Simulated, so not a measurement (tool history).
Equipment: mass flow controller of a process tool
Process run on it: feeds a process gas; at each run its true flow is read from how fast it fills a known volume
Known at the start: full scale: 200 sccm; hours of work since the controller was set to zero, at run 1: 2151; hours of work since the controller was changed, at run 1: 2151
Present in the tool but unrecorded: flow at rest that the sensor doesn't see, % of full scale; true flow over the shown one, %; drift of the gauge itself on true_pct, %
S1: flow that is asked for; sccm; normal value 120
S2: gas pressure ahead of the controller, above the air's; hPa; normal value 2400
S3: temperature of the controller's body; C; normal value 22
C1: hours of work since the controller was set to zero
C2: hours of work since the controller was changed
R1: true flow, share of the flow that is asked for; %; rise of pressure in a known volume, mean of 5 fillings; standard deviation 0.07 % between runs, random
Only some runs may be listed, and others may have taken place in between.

run,hour,S1,S2,S3,C1,C2,R1
1,0,120,2400,22,2151,2151,98.98
2,99.5,120,2400,22,2198,2198,99.08
3,206.7,120,2400,22,2249,2249,99.12
4,294,120,2400,22,2290,2290,99.36
5,400.2,120,1620,22,2340,2340,99.96
6,532.8,120,2400,21,2403,2403,99.44
7,678.6,120,2400,21,2472,2472,99.58
8,797.7,120,2400,39,2528,2528,101.22
9,917,120,2400,27,2585,2585,100.24
10,1008.4,120,2400,27,2628,2628,100.31
11,1096.5,120,2400,27,2670,2670,100.46
12,1207.7,120,2400,22,2722,2722,99.99
13,1343.8,120,2400,22,2787,2787,100.04
14,1447.4,120,2400,30,2836,2836,100.86
15,1573.5,120,2400,30,2895,2895,101.07
# hour 1680.1: gauge calibrated
16,1680.1,120,2400,30,2946,2946,99.64
17,1777.9,120,2400,30,2992,2992,99.98
18,1905.3,116,2400,22,3052,3052,99.33
19,2028.6,120,2400,37,3110,3110,100.89
20,2102.2,120,2400,37,3145,3145,100.82
21,2248.1,120,1450,22,3214,3214,100.27
22,2333.4,120,2400,22,3254,3254,99.66
23,2457,120,2400,22,3313,3313,99.77
24,2524.6,120,2400,22,3345,3345,99.65
25,2595.9,20,2400,22,3379,3379,99.35
26,2670.5,79,2000,21,3414,3414,99.8
27,2795.2,88,1740,27,3473,3473,100.66
28,2889.6,21,1830,34,3517,3517,101.1
29,2967.2,82,1680,24,3554,3554,100.63
30,3052.1,82,1680,24,3594,3594,100.68
# hour 3065.1: gauge calibrated
31,3164.5,63,2550,24,3647,3647,99.01
32,3256.1,63,2550,24,3691,3691,98.96
33,3349.8,63,2550,24,3735,3735,99.14
34,3413.7,63,1920,36,3765,3765,100.8
35,3545.4,63,1810,28,3828,3828,100.22
36,3620.6,63,1810,28,3863,3863,100.27
37,3704.6,166,1810,20,3903,3903,100.02
38,3812.3,166,1810,20,3954,3954,100.07
39,3940.8,46,2080,22,4015,4015,99.73
40,4068.6,33,2690,22,4075,4075,99.22
41,4207,120,2740,40,4140,4140,101.31
42,4327.4,63,1850,40,4197,4197,101.96
43,4388.1,42,2400,36,4226,4226,100.95
44,4477.1,42,2400,36,4268,4268,101.07

The next listed run, before its measurement:
45,4564.5,153,2190,36,4309,4309,?

Logged for run 45: R1 101.72 %.
Had the tool carried no hidden state, the very same run would have given R1 100.61 %.

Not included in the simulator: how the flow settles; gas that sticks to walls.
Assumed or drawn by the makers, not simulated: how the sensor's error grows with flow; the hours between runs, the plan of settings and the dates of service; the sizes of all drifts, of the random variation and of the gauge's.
